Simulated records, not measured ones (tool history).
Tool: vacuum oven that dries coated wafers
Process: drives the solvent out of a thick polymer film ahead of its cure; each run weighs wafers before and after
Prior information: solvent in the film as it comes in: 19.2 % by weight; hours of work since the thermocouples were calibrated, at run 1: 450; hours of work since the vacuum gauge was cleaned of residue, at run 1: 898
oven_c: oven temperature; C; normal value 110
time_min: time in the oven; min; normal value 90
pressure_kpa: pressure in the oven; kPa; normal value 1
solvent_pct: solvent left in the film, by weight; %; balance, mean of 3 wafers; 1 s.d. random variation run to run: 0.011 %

| run | hour | oven_c | time_min | pressure_kpa | hours of work since the thermocouples were calibrated | hours of work since the vacuum gauge was cleaned of residue | solvent_pct |
|---|---|---|---|---|---|---|---|
| 1 | 0.0 | 110 | 90 | 1 | 450 | 898 | 2.30 |
| 2 | 25.6 | 110 | 90 | 1 | 467 | 916 | 2.29 |
| 3 | 55.2 | 110 | 90 | 1 | 487 | 936 | 2.30 |
| 4 | 69.2 | 110 | 143 | 1 | 497 | 945 | 1.48 |
| 5 | 82.5 | 110 | 143 | 1 | 506 | 954 | 1.48 |
| 6 | 104.2 | 110 | 143 | 1 | 521 | 969 | 1.50 |
| 7 | 118.7 | 110 | 143 | 1 | 530 | 979 | 1.48 |
| 8 | 132.3 | 110 | 143 | 1 | 540 | 988 | 1.49 |
| 9 | 156.0 | 110 | 143 | 1 | 556 | 1004 | 1.49 |

Forecast run 10:
| 10 | 178.1 | 110 | 80 | 1 | 570 | 1019 | ? |

{"run 10": {"solvent_pct": 2.64}}
Minus the tool's unlogged condition, the same run would have read solvent_pct 2.64 %.
